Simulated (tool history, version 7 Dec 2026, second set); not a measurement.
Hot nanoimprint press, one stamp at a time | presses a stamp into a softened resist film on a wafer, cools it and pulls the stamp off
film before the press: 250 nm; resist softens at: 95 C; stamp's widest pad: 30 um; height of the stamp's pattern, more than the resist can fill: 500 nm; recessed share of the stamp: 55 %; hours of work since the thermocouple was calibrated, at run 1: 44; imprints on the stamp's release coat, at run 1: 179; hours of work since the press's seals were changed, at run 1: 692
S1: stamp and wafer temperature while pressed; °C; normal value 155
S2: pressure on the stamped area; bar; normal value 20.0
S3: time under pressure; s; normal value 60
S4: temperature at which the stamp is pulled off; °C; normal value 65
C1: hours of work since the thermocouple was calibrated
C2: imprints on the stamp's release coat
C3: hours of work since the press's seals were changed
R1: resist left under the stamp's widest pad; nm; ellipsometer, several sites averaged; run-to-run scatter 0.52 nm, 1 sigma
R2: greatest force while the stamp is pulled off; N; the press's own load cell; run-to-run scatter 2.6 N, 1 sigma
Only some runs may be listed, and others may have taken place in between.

run 1 day=0.000 | S1=155 S2=20.0 S3=60 S4=65 | C1=44 C2=179 C3=692 | R1=131.6 R2=194
run 2 day=0.983 | S1=155 S2=27.1 S3=60 S4=65 | C1=55 C2=228 C3=704 | R1=114.6 R2=194
run 3 day=1.650 | S1=155 S2=20.0 S3=60 S4=65 | C1=63 C2=260 C3=712 | R1=132.1 R2=193
run 4 day=2.442 | S1=155 S2=20.0 S3=60 S4=71 | C1=73 C2=299 C3=722 | R1=131.6 R2=176
run 5 day=3.508 | S1=155 S2=20.0 S3=60 S4=71 | C1=85 C2=351 C3=734 | R1=132.4 R2=176
run 6 day=4.512 | S1=155 S2=20.0 S3=60 S4=71 | C1=97 C2=400 C3=746 | R1=132.0 R2=186
run 7 day=5.571 | S1=155 S2=20.0 S3=60 S4=71 | C1=110 C2=452 C3=759 | R1=131.6 R2=176
run 8 day=6.408 | S1=155 S2=20.0 S3=60 S4=65 | C1=120 C2=493 C3=769 | R1=131.7 R2=196
run 9 day=7.804 | S1=155 S2=20.0 S3=60 S4=65 | C1=136 C2=561 C3=785 | R1=132.4 R2=192
-- day=8.425 stamp cleaned and given a new release coat
run 10 day=9.379 | S1=155 S2=12.3 S3=60 S4=65 | C1=152 C2=47 C3=801 | R1=162.1 R2=199
run 11 day=10.267 | S1=155 S2=20.0 S3=60 S4=65 | C1=163 C2=91 C3=812 | R1=132.0 R2=191
run 12 day=11.646 | S1=155 S2=29.8 S3=60 S4=65 | C1=179 C2=158 C3=828 | R1=109.5 R2=198
run 13 day=12.975 | S1=155 S2=29.8 S3=60 S4=65 | C1=195 C2=223 C3=844 | R1=109.5 R2=194
run 14 day=13.762 | S1=155 S2=29.8 S3=60 S4=65 | C1=204 C2=262 C3=853 | R1=109.8 R2=196
-- day=15.133 press's hydraulic seals changed and the load cell set to zero
run 15 day=15.212 | S1=155 S2=29.8 S3=60 S4=65 | C1=218 C2=316 C3=1 | R1=110.0 R2=195
run 16 day=15.988 | S1=144 S2=17.4 S3=99 S4=70 | C1=227 C2=355 C3=10 | R1=193.1 R2=178
run 17 day=17.575 | S1=161 S2=14.5 S3=99 S4=69 | C1=246 C2=432 C3=29 | R1=96.9 R2=181
run 18 day=18.792 | S1=153 S2=20.0 S3=60 S4=65 | C1=260 C2=492 C3=44 | R1=146.3 R2=197
run 19 day=19.821 | S1=153 S2=20.0 S3=60 S4=65 | C1=272 C2=542 C3=56 | R1=145.0 R2=196
-- day=20.800 stamp cleaned and given a new release coat
run 20 day=21.621 | S1=155 S2=20.0 S3=84 S4=54 | C1=291 C2=40 C3=74 | R1=118.1 R2=225
run 21 day=23.129 | S1=151 S2=20.0 S3=60 S4=65 | C1=309 C2=114 C3=92 | R1=158.9 R2=195
run 22 day=23.804 | S1=151 S2=20.0 S3=60 S4=65 | C1=317 C2=147 C3=100 | R1=158.5 R2=195
run 23 day=24.488 | S1=144 S2=20.0 S3=118 S4=65 | C1=325 C2=180 C3=108 | R1=178.7 R2=194
run 24 day=25.175 | S1=144 S2=20.0 S3=118 S4=65 | C1=333 C2=214 C3=117 | R1=180.1 R2=193
run 25 day=26.404 | S1=144 S2=20.0 S3=118 S4=65 | C1=348 C2=274 C3=131 | R1=179.1 R2=193
run 26 day=27.233 | S1=155 S2=23.3 S3=55 S4=65 | C1=358 C2=315 C3=141 | R1=127.0 R2=193
-- day=28.042 plate thermocouple calibrated
run 27 day=28.883 | S1=155 S2=23.3 S3=55 S4=65 | C1=10 C2=390 C3=159 | R1=126.5 R2=196
run 28 day=30.062 | S1=155 S2=23.3 S3=55 S4=65 | C1=24 C2=447 C3=173 | R1=125.9 R2=196
run 29 day=31.088 | S1=155 S2=28.7 S3=101 S4=61 | C1=36 C2=497 C3=185 | R1=91.4 R2=204

Consider 3 possible next runs. They are alternatives, not a sequence: every one starts from the tool as it was left by run 29. What does each give?
run A day=32.446 | S1=155 S2=28.7 S3=58 S4=59 | C1=52 C2=564 C3=202 | R1=? R2=?
run B day=32.446 | S1=146 S2=20.0 S3=60 S4=65 | C1=52 C2=564 C3=202 | R1=? R2=?
run C day=32.446 | S1=155 S2=28.7 S3=101 S4=59 | C1=52 C2=564 C3=202 | R1=? R2=?

run=A R1=112.5 R2=214
run=B R1=192.3 R2=194
run=C R1=92.1 R2=211
Take away the tool's hidden state, keep each run's random variation, and the runs would have read:
run=A R1=112.5 R2=213
run=B R1=192.2 R2=193
run=C R1=92.1 R2=210
